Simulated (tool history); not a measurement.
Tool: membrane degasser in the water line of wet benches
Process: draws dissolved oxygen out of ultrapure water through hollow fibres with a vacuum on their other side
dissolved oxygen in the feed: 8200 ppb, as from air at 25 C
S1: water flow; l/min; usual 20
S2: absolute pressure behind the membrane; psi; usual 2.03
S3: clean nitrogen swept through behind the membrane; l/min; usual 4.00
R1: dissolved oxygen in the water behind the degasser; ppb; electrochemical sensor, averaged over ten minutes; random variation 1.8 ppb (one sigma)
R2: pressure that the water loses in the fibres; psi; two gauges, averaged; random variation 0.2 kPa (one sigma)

run	hour	S1	S2	S3	R1	R2
1	0.0	20	2.03	4.00	191.9	6.483
2	42.4	20	2.03	2.11	298.1	6.515
3	108.1	20	2.03	2.11	302.8	6.490
4	168.9	20	2.03	2.11	297.6	6.508
5	247.8	20	2.03	2.11	300.2	6.408
6	302.8	20	2.03	2.11	296.1	6.501
7	344.3	20	2.03	4.00	188.9	6.489
8	435.2	20	2.03	4.00	189.0	6.469
9	507.2	20	2.03	4.00	193.2	6.506
10	591.7	13	2.03	4.00	111.9	4.223
11	637.3	18	2.03	4.00	168.0	5.813
12	723.3	18	2.03	11.48	89.1	5.841
13	784.3	18	2.03	11.48	90.2	5.860
14	832.7	18	2.03	11.48	90.0	5.878
15	909.4	20	3.89	4.00	340.5	6.498
# hour 930.8: vacuum gauge calibrated
16	953.3	13	2.03	4.00	110.5	4.221
17	1011.5	20	2.03	4.00	190.3	6.543
18	1068.8	21	2.15	4.00	210.3	6.791
19	1117.3	21	2.15	4.00	210.7	6.782
20	1198.7	18	1.78	3.79	154.8	5.852
21	1248.5	16	1.78	2.27	194.0	5.258
22	1339.0	20	4.99	4.00	416.8	6.524
23	1406.9	16	4.39	7.61	173.5	5.240
24	1481.4	16	1.87	3.08	162.3	5.300
25	1563.0	30	1.87	11.43	191.0	9.855
26	1641.3	15	1.87	7.64	81.1	4.873
27	1727.4	15	1.87	7.64	81.3	4.910
28	1792.4	18	1.61	4.00	135.4	5.864
29	1866.3	21	3.74	4.00	354.4	6.860
30	1956.9	18	3.19	3.99	256.5	5.884
31	2018.3	14	3.19	3.99	193.7	4.586
32	2093.4	20	2.03	9.53	118.2	6.551
33	2179.9	22	1.35	9.49	108.2	7.245

The same runs without the tool's hidden state, with the same run-to-run variation:
The hidden state here: membrane still open, %; true pressure behind the membrane over the reading, kPa; air that leaks in behind the membrane, l/min; drift of the gauge itself on oxygen_ppb, %; drift of the gauge itself on loss_of_pressure_kpa, %.
run	R1	R2
1	181.0	6.327
2	284.1	6.357
3	288.3	6.328
4	283.0	6.342
5	285.1	6.241
6	281.1	6.329
7	177.1	6.318
8	176.8	6.293
9	180.6	6.327
10	104.4	4.105
11	156.6	5.645
12	80.7	5.671
13	81.5	5.687
14	81.2	5.701
15	325.4	6.300
16	105.0	4.090
17	180.2	6.340
18	199.3	6.575
19	199.5	6.564
20	145.5	5.662
21	185.1	5.086
22	403.2	6.305
23	164.7	5.062
24	153.1	5.118
25	172.2	9.510
26	73.8	4.701
27	73.9	4.733
28	124.7	5.649
29	338.4	6.606
30	243.3	5.662
31	183.3	4.412
32	105.9	6.298
33	94.4	6.962
